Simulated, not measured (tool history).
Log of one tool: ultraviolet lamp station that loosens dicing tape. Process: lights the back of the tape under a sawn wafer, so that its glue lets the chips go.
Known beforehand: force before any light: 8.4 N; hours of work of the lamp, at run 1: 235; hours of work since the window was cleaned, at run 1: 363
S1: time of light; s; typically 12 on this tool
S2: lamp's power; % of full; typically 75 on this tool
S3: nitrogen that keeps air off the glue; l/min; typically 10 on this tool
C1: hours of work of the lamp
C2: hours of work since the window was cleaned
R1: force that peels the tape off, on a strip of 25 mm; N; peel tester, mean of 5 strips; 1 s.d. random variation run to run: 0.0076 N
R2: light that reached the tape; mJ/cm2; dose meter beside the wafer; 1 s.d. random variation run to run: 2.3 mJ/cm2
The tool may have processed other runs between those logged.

run	hour	S1	S2	S3	C1	C2	R1	R2
1	0	12	75	10	235	363	0.337	217
2	5.5	12	75	10	239	367	0.338	218
3	11.9	12	75	10	244	372	0.332	219
4	19	12	75	10	250	378	0.337	219
5	27.5	12	78	10	257	385	0.305	228
6	34	12	78	10	262	390	0.329	226
7	40.3	12	78	10	267	395	0.316	233
8	49.3	12	78	10	274	402	0.318	229
9	55.9	12	75	10	279	407	0.342	219
10	62.7	12	75	10	285	413	0.337	217
# hour 63.9: window cleaned of glue's vapour
11	69.6	19	91	12	290	4	0.186	411
12	76.1	19	91	12	295	10	0.187	410
13	82.1	20	73	4	300	14	0.298	348
14	88.1	20	73	4	305	19	0.298	347
15	93.5	20	73	4	309	23	0.293	347
# hour 94.4: window cleaned of glue's vapour, once more
16	102.2	20	73	4	315	6	0.262	361
17	107.3	17	81	4	319	10	0.309	340

Consider 4 possible next runs. They are alternatives, not a sequence: every one starts from the tool as it was left by run 17. What does each give?
A	112.3	7	81	4	323	14	?	?
B	112.3	20	64	19	323	14	?	?
C	112.3	16	75	5	323	14	?	?
D	112.3	13	81	4	323	14	?	?

run	R1	R2
A	1.656	141
B	0.184	317
C	0.323	303
D	0.508	266
Take away the tool's hidden state, keep each run's random variation, and the runs would have read:
run	R1	R2
A	1.481	151
B	0.181	340
C	0.286	325
D	0.438	285

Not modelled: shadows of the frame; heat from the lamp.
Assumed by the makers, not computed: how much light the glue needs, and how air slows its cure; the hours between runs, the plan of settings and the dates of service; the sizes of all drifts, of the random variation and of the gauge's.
